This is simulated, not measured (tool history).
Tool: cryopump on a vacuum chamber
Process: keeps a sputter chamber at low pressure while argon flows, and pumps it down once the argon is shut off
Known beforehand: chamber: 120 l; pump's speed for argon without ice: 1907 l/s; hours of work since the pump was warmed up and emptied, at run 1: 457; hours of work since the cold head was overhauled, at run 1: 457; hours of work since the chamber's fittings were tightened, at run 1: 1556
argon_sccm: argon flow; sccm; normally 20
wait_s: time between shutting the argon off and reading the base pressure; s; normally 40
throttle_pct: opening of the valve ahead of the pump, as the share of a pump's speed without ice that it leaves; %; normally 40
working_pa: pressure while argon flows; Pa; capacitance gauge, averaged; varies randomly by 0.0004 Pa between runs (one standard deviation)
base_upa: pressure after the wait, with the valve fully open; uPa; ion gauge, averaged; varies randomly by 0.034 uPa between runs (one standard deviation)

| run | day | argon_sccm | wait_s | throttle_pct | hours of work since the pump was warmed up and emptied | hours of work since the cold head was overhauled | hours of work since the chamber's fittings were tightened | working_pa | base_upa |
|---|---|---|---|---|---|---|---|---|---|
| 1 | 0 | 20 | 40 | 40 | 457 | 457 | 1556 | 0.0468 | 3.45 |
| 2 | 1.096 | 20 | 40 | 40 | 476 | 476 | 1575 | 0.0467 | 3.45 |
| 3 | 1.633 | 20 | 40 | 40 | 485 | 485 | 1584 | 0.0477 | 3.47 |
| 4 | 2.429 | 20 | 210 | 40 | 499 | 499 | 1597 | 0.0485 | 2.24 |
| 5 | 3.4 | 20 | 210 | 40 | 515 | 515 | 1614 | 0.048 | 2.25 |
| 6 | 4.312 | 17 | 40 | 40 | 531 | 531 | 1630 | 0.0407 | 3.72 |
| 7 | 4.962 | 17 | 40 | 18 | 542 | 542 | 1641 | 0.0866 | 3.62 |
| 8 | 5.838 | 17 | 40 | 18 | 557 | 557 | 1656 | 0.0876 | 3.7 |
| 9 | 6.862 | 17 | 40 | 18 | 575 | 575 | 1674 | 0.0867 | 3.71 |
| 10 | 7.958 | 20 | 40 | 28 | 594 | 594 | 1693 | 0.0679 | 3.81 |
| 11 | 8.458 | 11 | 38 | 28 | 602 | 602 | 1701 | 0.0373 | 3.99 |
| 12 | 9.088 | 37 | 218 | 42 | 613 | 613 | 1712 | 0.0861 | 2.39 |
| 13 | 10.042 | 37 | 218 | 42 | 629 | 629 | 1728 | 0.0859 | 2.51 |
| 14 | 10.683 | 37 | 218 | 42 | 640 | 640 | 1739 | 0.0872 | 2.48 |
| 15 | 11.712 | 17 | 22 | 21 | 658 | 658 | 1757 | 0.0756 | 5.15 |
|  | 12.3 | leaking fittings of the chamber tightened, without venting |
| 16 | 12.696 | 17 | 22 | 21 | 674 | 674 | 7 | 0.0768 | 3.34 |
| 17 | 13.525 | 9 | 189 | 59 | 688 | 688 | 21 | 0.0154 | 0.58 |
| 18 | 14.192 | 13 | 39 | 55 | 699 | 699 | 33 | 0.024 | 2.01 |
|  | 14.696 | pump warmed up, emptied and cooled again |
| 19 | 15.179 | 13 | 39 | 55 | 8 | 713 | 46 | 0.0207 | 1.91 |
| 20 | 16.154 | 16 | 250 | 35 | 25 | 729 | 63 | 0.0407 | 0.52 |

Consider 3 possible next runs. They are alternatives, not a sequence: every one starts from the tool as it was left by run 20. What does each give?
| A | 17.058 | 9 | 158 | 18 | 41 | 745 | 78 | ? | ? |
| B | 17.058 | 33 | 40 | 32 | 41 | 745 | 78 | ? | ? |
| C | 17.058 | 16 | 154 | 25 | 41 | 745 | 78 | ? | ? |

| run | working_pa | base_upa |
|---|---|---|
| A | 0.0445 | 0.67 |
| B | 0.0927 | 1.89 |
| C | 0.057 | 0.69 |
Without the tool's hidden state the same runs would have given:
| run | working_pa | base_upa |
|---|---|---|
| A | 0.0442 | 0.57 |
| B | 0.0918 | 1.79 |
| C | 0.0566 | 0.6 |

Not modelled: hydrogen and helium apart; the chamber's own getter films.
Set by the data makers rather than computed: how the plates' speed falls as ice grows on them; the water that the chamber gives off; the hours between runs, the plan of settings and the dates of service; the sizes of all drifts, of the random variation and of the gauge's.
